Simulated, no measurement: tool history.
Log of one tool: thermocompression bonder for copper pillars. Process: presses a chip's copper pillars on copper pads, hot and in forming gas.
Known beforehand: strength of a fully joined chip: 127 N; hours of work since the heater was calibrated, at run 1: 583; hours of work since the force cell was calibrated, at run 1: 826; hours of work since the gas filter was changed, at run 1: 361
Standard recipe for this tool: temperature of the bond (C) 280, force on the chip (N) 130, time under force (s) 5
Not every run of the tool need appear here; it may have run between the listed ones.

| run | day | temperature of the bond (C) | force on the chip (N) | time under force (s) | hours of work since the heater was calibrated | hours of work since the force cell was calibrated | hours of work since the gas filter was changed | force that shears a chip off (N) |
|---|---|---|---|---|---|---|---|---|
| 1 | 0.000 | 280 | 130 | 5 | 583 | 826 | 361 | 46.4 |
| 2 | 1.254 | 280 | 130 | 11 | 601 | 844 | 379 | 59.3 |
| 3 | 3.462 | 280 | 130 | 11 | 632 | 876 | 411 | 57.6 |
| 4 | 5.571 | 280 | 130 | 13 | 663 | 906 | 441 | 61.9 |
| 5 | 6.850 | 280 | 130 | 5 | 681 | 924 | 459 | 42.6 |
|  | 8.650 | forming gas filter changed |
| 6 | 8.650 | 280 | 130 | 5 | 707 | 950 | 0 | 48.1 |
| 7 | 11.142 | 280 | 130 | 5 | 742 | 986 | 36 | 48.3 |
| 8 | 13.008 | 280 | 130 | 5 | 769 | 1013 | 63 | 48.2 |
| 9 | 14.779 | 280 | 130 | 7 | 795 | 1038 | 88 | 54.4 |
| 10 | 17.242 | 280 | 130 | 7 | 830 | 1074 | 124 | 52.0 |
| 11 | 19.267 | 280 | 130 | 5 | 859 | 1103 | 153 | 45.7 |
|  | 19.567 | heater calibrated with a thermocouple chip |
| 12 | 21.075 | 280 | 130 | 5 | 22 | 1128 | 177 | 43.6 |
| 13 | 23.454 | 280 | 130 | 5 | 56 | 1162 | 212 | 44.6 |
| 14 | 24.929 | 280 | 130 | 5 | 77 | 1183 | 233 | 43.5 |
| 15 | 27.133 | 280 | 130 | 5 | 109 | 1215 | 265 | 44.0 |
| 16 | 29.496 | 280 | 130 | 5 | 143 | 1249 | 299 | 42.8 |
| 17 | 31.779 | 299 | 130 | 6 | 176 | 1281 | 331 | 57.9 |
|  | 33.488 | heater calibrated with a thermocouple chip, once more |
| 18 | 33.488 | 280 | 79 | 5 | 0 | 1305 | 355 | 32.9 |
| 19 | 35.192 | 257 | 147 | 3 | 24 | 1329 | 379 | 30.2 |
| 20 | 37.592 | 255 | 112 | 5 | 59 | 1364 | 414 | 28.8 |
| 21 | 40.025 | 290 | 151 | 5 | 94 | 1399 | 449 | 57.1 |
| 22 | 41.775 | 285 | 95 | 5 | 119 | 1424 | 474 | 38.0 |
|  | 42.629 | forming gas filter changed |
| 23 | 42.925 | 285 | 95 | 5 | 135 | 1440 | 4 | 42.2 |
| 24 | 44.775 | 272 | 167 | 6 | 162 | 1467 | 31 | 57.0 |
| 25 | 46.525 | 296 | 130 | 5 | 187 | 1492 | 56 | 58.5 |
| 26 | 48.083 | 296 | 130 | 5 | 210 | 1514 | 78 | 59.4 |
|  | 49.704 | force cell calibrated |
| 27 | 49.704 | 299 | 125 | 4 | 232 | 0 | 101 | 53.7 |
| 28 | 52.171 | 290 | 139 | 5 | 267 | 35 | 136 | 55.8 |
| 29 | 54.650 | 301 | 130 | 11 | 303 | 71 | 172 | 78.3 |
| 30 | 56.479 | 289 | 130 | 5 | 329 | 97 | 198 | 51.5 |
| 31 | 57.825 | 280 | 165 | 3 | 349 | 117 | 218 | 44.7 |

What if the next run were any one of these 4? Each begins from the tool's condition after run 31:
| A | 59.700 | 296 | 161 | 13 | 376 | 144 | 245 | ? |
| B | 59.700 | 258 | 116 | 9 | 376 | 144 | 245 | ? |
| C | 59.700 | 275 | 78 | 5 | 376 | 144 | 245 | ? |
| D | 59.700 | 280 | 113 | 13 | 376 | 144 | 245 | ? |

| run | force that shears a chip off (N) |
|---|---|
| A | 85.9 |
| B | 40.0 |
| C | 30.0 |
| D | 59.1 |
Stripped of hidden state, with their random variation kept, the same runs would have yielded:
| run | force that shears a chip off (N) |
|---|---|
| A | 91.9 |
| B | 43.4 |
| C | 32.5 |
| D | 63.7 |
